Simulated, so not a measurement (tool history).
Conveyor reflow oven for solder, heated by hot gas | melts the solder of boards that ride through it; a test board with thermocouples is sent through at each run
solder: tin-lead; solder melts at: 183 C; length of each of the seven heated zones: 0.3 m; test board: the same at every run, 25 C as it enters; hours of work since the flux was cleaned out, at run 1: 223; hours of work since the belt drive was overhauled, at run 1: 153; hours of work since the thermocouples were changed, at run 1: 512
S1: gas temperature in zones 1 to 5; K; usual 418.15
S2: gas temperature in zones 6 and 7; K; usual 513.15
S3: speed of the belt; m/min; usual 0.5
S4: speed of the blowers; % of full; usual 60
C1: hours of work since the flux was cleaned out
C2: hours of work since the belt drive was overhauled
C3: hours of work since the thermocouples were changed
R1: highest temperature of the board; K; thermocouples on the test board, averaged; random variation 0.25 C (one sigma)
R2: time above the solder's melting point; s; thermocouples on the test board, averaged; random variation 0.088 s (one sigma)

run    day      S1      S2     S3  S4   C1   C2   C3      R1     R2
  1      0  418.15  513.15    0.5  60  223  153  512  495.85  60.31
  2  0.479  418.15  513.15    0.5  60  228  159  517  496.35  60.24
  3  0.883  418.15  513.15    0.5  60  233  163  522  495.85  60.25
  4  1.262  418.15  513.15    0.5  60  237  167  526  496.05  60.43
  5  1.692  418.15  513.15    0.5  60  242  172  531  496.15  60.25
  6  1.992  418.15  513.15    0.5  60  245  175  534  496.15  60.16
  7    2.2  418.15  513.15    0.5  60  247  178  536  495.75  60.23
     2.462  -- flux residue cleaned out of gas plates and filters
  8  2.862  418.15  513.15  0.597  60    4  183  541  489.35  45.74
  9  3.183  418.15  513.15    0.5  60    8  186  545  496.05   59.9
 10  3.408  418.15  513.15    0.5  77   10  189  548  499.95  62.82
 11  3.717  418.15  513.15    0.5  77   14  192  551  499.65  62.77
 12  4.179  418.15  513.15  0.471  77   19  197  556  501.15  67.48
 13  4.488  418.15  524.15    0.5  60   22  201  559  505.15  65.32
 14  4.871  418.15  524.15    0.5  60   27  205  564  505.45  65.36
 15  5.079  429.15  524.15  0.507  83   29  207  566  511.95  70.72
     5.462  -- flux residue cleaned out of gas plates and filters, once more
 16  5.754  418.15  511.15    0.5  60    3  212  571  494.75  59.88
 17  6.238  406.15  513.15    0.5  68    9  218  577  496.75  57.31
 18  6.717  406.15  513.15    0.5  68   14  223  582  497.35  57.43
 19  7.038  403.15  513.15  0.475  68   17  227  585  498.25  60.54
 20  7.433  403.15  513.15   0.53  60   22  231  590  492.25  49.44
 21  7.871  429.15  510.15   0.53  52   27  236  595  492.25  58.19
 22   8.15  408.15  521.15    0.5  77   30  239  598  507.25  63.19
 23    8.4  411.15  503.15  0.483  72   32  242  600  490.75  57.25
 24  8.767  407.15  513.15    0.5  60   37  246  605  494.65  55.92
 25  9.192  407.15  513.15    0.5  60   41  250  609  495.05  55.81
 26  9.504  418.15  522.15  0.586  70   45  254  613  502.85  54.29
 27  9.729  418.15  522.15  0.586  70   47  256  615  502.35  54.26
 28  9.988  418.15  522.15  0.586  61   50  259  618  499.25   52.8

Hidden state at the last listed run before each entry between runs and at the first one after, where it differs:
Between runs 7 and 8: flux residue cleaned out of gas plates and filters (day 2.462)
  heat that the gas passes to the board, % of a clean oven's: 95.4 -> 93.8; true gas temperature in zones 6 and 7 over the reading, C: -0.79 -> -0.8
  measured less the result without the state, R1: -1.6 -> -2.2 K; R2: -0.93 -> -1.49 s
Between runs 15 and 16: flux residue cleaned out of gas plates and filters, once more (day 5.462)
  heat that the gas passes to the board, % of a clean oven's: 93.4 -> 99.6; belt's true speed, % of the reading: 99.83 -> 99.82
  measured less the result without the state, R1: -2.1 -> -0.7 K; R2: -0.42 -> -0.35 s

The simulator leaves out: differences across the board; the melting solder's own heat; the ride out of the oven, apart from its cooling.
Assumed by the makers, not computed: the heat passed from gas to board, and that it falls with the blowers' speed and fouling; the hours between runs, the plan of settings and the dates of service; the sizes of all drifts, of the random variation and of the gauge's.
